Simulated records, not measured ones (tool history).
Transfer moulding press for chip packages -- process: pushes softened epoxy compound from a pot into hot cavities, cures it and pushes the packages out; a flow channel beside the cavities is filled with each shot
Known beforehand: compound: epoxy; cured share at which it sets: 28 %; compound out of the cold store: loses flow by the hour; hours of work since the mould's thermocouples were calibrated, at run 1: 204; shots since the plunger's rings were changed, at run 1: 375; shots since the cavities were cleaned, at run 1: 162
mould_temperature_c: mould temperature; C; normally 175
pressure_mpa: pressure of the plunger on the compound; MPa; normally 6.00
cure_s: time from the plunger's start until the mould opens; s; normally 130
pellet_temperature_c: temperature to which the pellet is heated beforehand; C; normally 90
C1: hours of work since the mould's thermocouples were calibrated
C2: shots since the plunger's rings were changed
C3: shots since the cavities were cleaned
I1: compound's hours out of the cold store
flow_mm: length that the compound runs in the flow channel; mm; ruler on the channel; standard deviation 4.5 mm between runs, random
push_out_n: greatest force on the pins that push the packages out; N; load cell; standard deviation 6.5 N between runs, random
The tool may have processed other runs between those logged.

{"run": 1, "day": 0.0, "mould_temperature_c": 175, "pressure_mpa": 6.0, "cure_s": 130, "pellet_temperature_c": 90, "C1": 204, "C2": 375, "C3": 162, "I1": 15.1, "flow_mm": 695, "push_out_n": 323}
{"run": 2, "day": 0.417, "mould_temperature_c": 175, "pressure_mpa": 6.0, "cure_s": 130, "pellet_temperature_c": 90, "C1": 208, "C2": 438, "C3": 225, "I1": 11.9, "flow_mm": 714, "push_out_n": 348}
{"run": 3, "day": 0.767, "mould_temperature_c": 175, "pressure_mpa": 6.0, "cure_s": 130, "pellet_temperature_c": 90, "C1": 212, "C2": 491, "C3": 278, "I1": 43.7, "flow_mm": 575, "push_out_n": 329}
{"run": 4, "day": 1.229, "mould_temperature_c": 175, "pressure_mpa": 6.0, "cure_s": 130, "pellet_temperature_c": 90, "C1": 216, "C2": 561, "C3": 348, "I1": 32.9, "flow_mm": 620, "push_out_n": 335}
{"run": 5, "day": 1.558, "mould_temperature_c": 175, "pressure_mpa": 6.86, "cure_s": 130, "pellet_temperature_c": 90, "C1": 220, "C2": 610, "C3": 397, "I1": 13.4, "flow_mm": 759, "push_out_n": 380}
{"run": 6, "day": 2.038, "mould_temperature_c": 175, "pressure_mpa": 6.86, "cure_s": 130, "pellet_temperature_c": 90, "C1": 224, "C2": 682, "C3": 469, "I1": 16.8, "flow_mm": 740, "push_out_n": 359}
{"run": 7, "day": 2.529, "mould_temperature_c": 175, "pressure_mpa": 6.0, "cure_s": 130, "pellet_temperature_c": 96, "C1": 229, "C2": 756, "C3": 543, "I1": 32.4, "flow_mm": 613, "push_out_n": 360}
{"run": 8, "day": 3.083, "mould_temperature_c": 175, "pressure_mpa": 6.0, "cure_s": 130, "pellet_temperature_c": 96, "C1": 235, "C2": 840, "C3": 627, "I1": 11.9, "flow_mm": 718, "push_out_n": 379}
{"run": 9, "day": 3.779, "mould_temperature_c": 175, "pressure_mpa": 6.0, "cure_s": 130, "pellet_temperature_c": 96, "C1": 242, "C2": 944, "C3": 731, "I1": 32.7, "flow_mm": 614, "push_out_n": 396}
{"run": 10, "day": 4.312, "mould_temperature_c": 175, "pressure_mpa": 6.0, "cure_s": 130, "pellet_temperature_c": 96, "C1": 247, "C2": 1025, "C3": 812, "I1": 20.1, "flow_mm": 666, "push_out_n": 405}
{"day": 4.708, "done": "cavities cleaned with cleaning compound and waxed"}
{"run": 11, "day": 4.967, "mould_temperature_c": 175, "pressure_mpa": 6.0, "cure_s": 154, "pellet_temperature_c": 90, "C1": 253, "C2": 1114, "C3": 39, "I1": 31.3, "flow_mm": 608, "push_out_n": 244}
{"run": 12, "day": 5.579, "mould_temperature_c": 175, "pressure_mpa": 6.0, "cure_s": 154, "pellet_temperature_c": 90, "C1": 259, "C2": 1206, "C3": 131, "I1": 39.0, "flow_mm": 586, "push_out_n": 247}
{"run": 13, "day": 6.083, "mould_temperature_c": 175, "pressure_mpa": 6.0, "cure_s": 154, "pellet_temperature_c": 90, "C1": 264, "C2": 1282, "C3": 207, "I1": 20.0, "flow_mm": 675, "push_out_n": 279}
{"run": 14, "day": 6.788, "mould_temperature_c": 175, "pressure_mpa": 6.0, "cure_s": 130, "pellet_temperature_c": 90, "C1": 271, "C2": 1388, "C3": 313, "I1": 13.7, "flow_mm": 703, "push_out_n": 361}
{"run": 15, "day": 7.162, "mould_temperature_c": 175, "pressure_mpa": 6.0, "cure_s": 130, "pellet_temperature_c": 90, "C1": 275, "C2": 1444, "C3": 369, "I1": 20.0, "flow_mm": 667, "push_out_n": 364}
{"run": 16, "day": 7.875, "mould_temperature_c": 175, "pressure_mpa": 7.34, "cure_s": 113, "pellet_temperature_c": 90, "C1": 282, "C2": 1551, "C3": 476, "I1": 37.0, "flow_mm": 655, "push_out_n": 443}
{"run": 17, "day": 8.346, "mould_temperature_c": 175, "pressure_mpa": 6.0, "cure_s": 130, "pellet_temperature_c": 83, "C1": 286, "C2": 1622, "C3": 547, "I1": 9.8, "flow_mm": 715, "push_out_n": 393}
{"run": 18, "day": 8.808, "mould_temperature_c": 175, "pressure_mpa": 6.0, "cure_s": 130, "pellet_temperature_c": 83, "C1": 291, "C2": 1692, "C3": 617, "I1": 45.0, "flow_mm": 555, "push_out_n": 392}

Forecast run 19:
{"run": 19, "day": 9.288, "mould_temperature_c": 175, "pressure_mpa": 6.0, "cure_s": 130, "pellet_temperature_c": 83, "C1": 296, "C2": 1765, "C3": 690, "I1": 19.0, "flow_mm": "?", "push_out_n": "?"}

Run 19 gave flow_mm 660 mm, push_out_n 409 N.
Take away the tool's hidden state, keep the run-to-run variation as it was, and the same run would have given flow_mm 674 mm, push_out_n 280 N.
